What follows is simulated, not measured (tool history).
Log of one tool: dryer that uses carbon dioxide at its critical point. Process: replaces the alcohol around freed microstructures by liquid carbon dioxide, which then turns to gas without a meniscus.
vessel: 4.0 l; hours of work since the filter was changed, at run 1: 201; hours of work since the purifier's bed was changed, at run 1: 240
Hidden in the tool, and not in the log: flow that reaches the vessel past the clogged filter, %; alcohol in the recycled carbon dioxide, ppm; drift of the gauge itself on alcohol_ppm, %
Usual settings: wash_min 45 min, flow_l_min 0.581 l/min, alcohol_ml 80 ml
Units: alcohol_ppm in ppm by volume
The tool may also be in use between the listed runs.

run	hour	wash_min	flow_l_min	alcohol_ml	hours of work since the filter was changed	hours of work since the purifier's bed was changed	alcohol_ppm
1	0	45	0.581	80	201	240	102
2	9.9	45	0.581	80	208	246	106
3	17.4	35	0.581	80	213	251	253
4	22.3	35	0.581	80	216	254	242
5	29.5	35	0.581	80	221	259	249
6	34.5	35	0.581	80	224	262	257
7	40.8	45	0.399	80	228	267	408
8	49.7	45	0.399	80	234	272	435
9	54.6	45	0.581	80	237	276	119
# hour 59.5: inlet filter changed
10	63	45	0.581	80	2	281	90
11	71.6	45	0.581	80	8	286	84
12	81.6	40	0.355	80	15	293	680
13	89.6	30	0.64	21	20	298	104
14	95.3	30	0.64	21	24	302	111
15	104.2	30	0.64	21	29	308	105
16	110.9	59	0.954	74	34	312	67
17	116.8	59	0.954	74	38	316	71
18	125.5	45	0.581	23	43	322	70
19	131.3	42	0.793	80	47	326	58
20	141.4	42	0.793	80	54	332	71
21	150.7	55	0.731	68	60	338	68
22	161	55	0.731	68	67	345	63

Measured less the same run without the tool's hidden state. The same run-to-run variation is in both; the gauge's scatter may not be:
run	alcohol_ppm
1	+67
2	+68
3	+121
4	+117
5	+121
6	+123
7	+173
8	+183
9	+78
10	+53
11	+54
12	+67
13	+57
14	+58
15	+58
16	+59
17	+59
18	+61
19	+58
20	+61
21	+64
22	+63

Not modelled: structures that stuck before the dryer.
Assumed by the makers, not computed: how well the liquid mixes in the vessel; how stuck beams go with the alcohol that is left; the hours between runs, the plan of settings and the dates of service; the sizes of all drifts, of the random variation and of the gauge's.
